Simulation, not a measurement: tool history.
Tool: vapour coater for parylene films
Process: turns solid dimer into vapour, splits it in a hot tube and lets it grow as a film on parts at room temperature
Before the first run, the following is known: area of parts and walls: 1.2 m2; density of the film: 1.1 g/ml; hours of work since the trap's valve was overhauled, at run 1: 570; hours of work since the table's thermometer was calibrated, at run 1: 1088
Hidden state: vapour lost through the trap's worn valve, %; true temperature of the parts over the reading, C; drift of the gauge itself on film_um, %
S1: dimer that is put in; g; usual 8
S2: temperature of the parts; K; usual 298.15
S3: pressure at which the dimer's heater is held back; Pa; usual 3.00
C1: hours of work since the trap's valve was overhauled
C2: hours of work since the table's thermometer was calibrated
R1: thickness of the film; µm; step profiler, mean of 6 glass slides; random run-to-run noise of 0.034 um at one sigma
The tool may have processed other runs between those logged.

run 1 hour=0.0 | S1=8 S2=298.15 S3=3.00 | C1=570 C2=1088 | R1=3.35
run 2 hour=36.5 | S1=8 S2=294.15 S3=3.00 | C1=596 C2=1114 | R1=3.63
run 3 hour=60.2 | S1=8 S2=298.15 S3=3.00 | C1=613 C2=1131 | R1=3.29
-- hour=81.4 trap's valve overhauled
run 4 hour=91.0 | S1=8 S2=298.15 S3=4.22 | C1=7 C2=1150 | R1=3.33
run 5 hour=128.2 | S1=8 S2=298.15 S3=4.22 | C1=33 C2=1176 | R1=3.36
run 6 hour=153.9 | S1=10 S2=298.15 S3=3.00 | C1=51 C2=1195 | R1=4.38
run 7 hour=184.2 | S1=10 S2=298.15 S3=3.00 | C1=73 C2=1216 | R1=4.40
run 8 hour=212.7 | S1=8 S2=308.15 S3=3.00 | C1=93 C2=1236 | R1=2.79
run 9 hour=231.5 | S1=8 S2=308.15 S3=3.00 | C1=107 C2=1250 | R1=2.77
run 10 hour=263.9 | S1=8 S2=308.15 S3=3.00 | C1=130 C2=1273 | R1=2.83
run 11 hour=284.6 | S1=8 S2=298.15 S3=3.00 | C1=144 C2=1288 | R1=3.51
run 12 hour=313.7 | S1=8 S2=290.15 S3=3.00 | C1=165 C2=1308 | R1=4.17
run 13 hour=333.7 | S1=8 S2=290.15 S3=3.00 | C1=179 C2=1322 | R1=4.12
run 14 hour=367.7 | S1=8 S2=290.15 S3=3.00 | C1=203 C2=1347 | R1=4.06
run 15 hour=398.4 | S1=8 S2=290.15 S3=2.03 | C1=225 C2=1368 | R1=4.33
run 16 hour=427.0 | S1=8 S2=290.15 S3=2.41 | C1=245 C2=1389 | R1=4.15
run 17 hour=462.6 | S1=13 S2=293.15 S3=3.00 | C1=271 C2=1414 | R1=6.20
run 18 hour=502.9 | S1=8 S2=305.15 S3=3.00 | C1=299 C2=1443 | R1=2.93
run 19 hour=538.6 | S1=4 S2=297.15 S3=3.00 | C1=325 C2=1468 | R1=1.76
run 20 hour=574.3 | S1=4 S2=299.15 S3=3.37 | C1=350 C2=1493 | R1=1.60
run 21 hour=599.4 | S1=4 S2=306.15 S3=3.37 | C1=368 C2=1511 | R1=1.41
run 22 hour=620.8 | S1=4 S2=306.15 S3=3.37 | C1=383 C2=1526 | R1=1.40
run 23 hour=649.5 | S1=8 S2=298.15 S3=3.00 | C1=404 C2=1547 | R1=3.33
run 24 hour=675.7 | S1=3 S2=298.15 S3=3.00 | C1=422 C2=1565 | R1=1.21
run 25 hour=696.3 | S1=7 S2=303.15 S3=6.05 | C1=437 C2=1580 | R1=2.43
run 26 hour=716.0 | S1=10 S2=291.15 S3=5.03 | C1=451 C2=1594 | R1=4.55

3 options for the next run, each taken on its own from the tool as it stands now. Forecast them:
run A hour=755.4 | S1=7 S2=291.15 S3=7.68 | C1=479 C2=1622 | R1=?
run B hour=755.4 | S1=8 S2=298.15 S3=6.42 | C1=479 C2=1622 | R1=?
run C hour=755.4 | S1=10 S2=299.15 S3=5.29 | C1=479 C2=1622 | R1=?

run=A R1=2.95
run=B R1=2.97
run=C R1=3.76
Take away the tool's hidden state, keep each run's random variation, and the runs would have read:
run=A R1=3.08
run=B R1=3.10
run=C R1=3.92
